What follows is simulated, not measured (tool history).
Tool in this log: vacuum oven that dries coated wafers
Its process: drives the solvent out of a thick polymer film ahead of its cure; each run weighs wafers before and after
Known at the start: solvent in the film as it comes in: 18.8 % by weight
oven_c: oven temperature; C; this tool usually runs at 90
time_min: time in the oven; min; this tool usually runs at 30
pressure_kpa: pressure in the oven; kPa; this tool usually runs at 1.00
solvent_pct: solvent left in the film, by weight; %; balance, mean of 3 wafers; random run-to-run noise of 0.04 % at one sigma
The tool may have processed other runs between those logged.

{"run": 1, "day": 0.0, "oven_c": 90, "time_min": 30, "pressure_kpa": 1.0, "solvent_pct": 3.07}
{"run": 2, "day": 1.754, "oven_c": 90, "time_min": 30, "pressure_kpa": 1.0, "solvent_pct": 3.07}
{"run": 3, "day": 4.271, "oven_c": 90, "time_min": 30, "pressure_kpa": 2.84, "solvent_pct": 3.48}
{"run": 4, "day": 7.154, "oven_c": 90, "time_min": 30, "pressure_kpa": 2.84, "solvent_pct": 3.51}
{"run": 5, "day": 9.583, "oven_c": 90, "time_min": 30, "pressure_kpa": 1.0, "solvent_pct": 3.0}
{"run": 6, "day": 11.908, "oven_c": 90, "time_min": 30, "pressure_kpa": 0.97, "solvent_pct": 2.91}
{"run": 7, "day": 13.842, "oven_c": 90, "time_min": 30, "pressure_kpa": 0.97, "solvent_pct": 2.99}
{"run": 8, "day": 16.096, "oven_c": 90, "time_min": 30, "pressure_kpa": 0.97, "solvent_pct": 2.98}
{"run": 9, "day": 17.442, "oven_c": 90, "time_min": 30, "pressure_kpa": 0.97, "solvent_pct": 2.95}
{"run": 10, "day": 18.908, "oven_c": 90, "time_min": 30, "pressure_kpa": 0.97, "solvent_pct": 2.94}
{"run": 11, "day": 21.817, "oven_c": 90, "time_min": 30, "pressure_kpa": 0.97, "solvent_pct": 2.96}
{"run": 12, "day": 24.996, "oven_c": 90, "time_min": 16, "pressure_kpa": 1.0, "solvent_pct": 6.25}
{"run": 13, "day": 26.904, "oven_c": 99, "time_min": 30, "pressure_kpa": 1.0, "solvent_pct": 1.43}
{"run": 14, "day": 29.558, "oven_c": 99, "time_min": 30, "pressure_kpa": 1.0, "solvent_pct": 1.44}
{"run": 15, "day": 31.983, "oven_c": 99, "time_min": 30, "pressure_kpa": 1.0, "solvent_pct": 1.37}
{"run": 16, "day": 35.029, "oven_c": 90, "time_min": 20, "pressure_kpa": 1.0, "solvent_pct": 4.87}
{"run": 17, "day": 36.908, "oven_c": 90, "time_min": 20, "pressure_kpa": 1.0, "solvent_pct": 4.98}
{"run": 18, "day": 39.067, "oven_c": 90, "time_min": 20, "pressure_kpa": 1.0, "solvent_pct": 4.82}
{"run": 19, "day": 42.388, "oven_c": 90, "time_min": 20, "pressure_kpa": 1.2, "solvent_pct": 4.93}
{"day": 42.65, "done": "oven's thermocouples calibrated"}
{"run": 20, "day": 44.479, "oven_c": 82, "time_min": 19, "pressure_kpa": 1.2, "solvent_pct": 7.68}
{"run": 21, "day": 46.854, "oven_c": 75, "time_min": 19, "pressure_kpa": 1.2, "solvent_pct": 9.29}
{"run": 22, "day": 49.829, "oven_c": 75, "time_min": 19, "pressure_kpa": 1.2, "solvent_pct": 9.36}
{"run": 23, "day": 53.117, "oven_c": 90, "time_min": 30, "pressure_kpa": 3.49, "solvent_pct": 3.87}
{"run": 24, "day": 56.021, "oven_c": 90, "time_min": 30, "pressure_kpa": 3.49, "solvent_pct": 3.88}
{"run": 25, "day": 58.733, "oven_c": 90, "time_min": 33, "pressure_kpa": 3.49, "solvent_pct": 3.44}
{"run": 26, "day": 61.129, "oven_c": 90, "time_min": 33, "pressure_kpa": 3.49, "solvent_pct": 3.42}
{"run": 27, "day": 62.829, "oven_c": 90, "time_min": 33, "pressure_kpa": 3.49, "solvent_pct": 3.37}
{"run": 28, "day": 65.529, "oven_c": 90, "time_min": 25, "pressure_kpa": 0.95, "solvent_pct": 4.06}

Forecast each of these 5 alternatives for the next run:
{"run": "A", "day": 68.275, "oven_c": 90, "time_min": 25, "pressure_kpa": 1.97, "solvent_pct": "?"}
{"run": "B", "day": 68.275, "oven_c": 93, "time_min": 54, "pressure_kpa": 0.57, "solvent_pct": "?"}
{"run": "C", "day": 68.275, "oven_c": 90, "time_min": 30, "pressure_kpa": 1.91, "solvent_pct": "?"}
{"run": "D", "day": 68.275, "oven_c": 92, "time_min": 22, "pressure_kpa": 2.17, "solvent_pct": "?"}
{"run": "E", "day": 68.275, "oven_c": 76, "time_min": 47, "pressure_kpa": 1.17, "solvent_pct": "?"}

run=A solvent_pct=4.31
run=B solvent_pct=0.72
run=C solvent_pct=3.49
run=D solvent_pct=4.54
run=E solvent_pct=4.24
The same runs, with their run-to-run variation unchanged, on a tool lacking any hidden condition would have given:
run=A solvent_pct=4.40
run=B solvent_pct=0.69
run=C solvent_pct=3.56
run=D solvent_pct=4.63
run=E solvent_pct=4.27
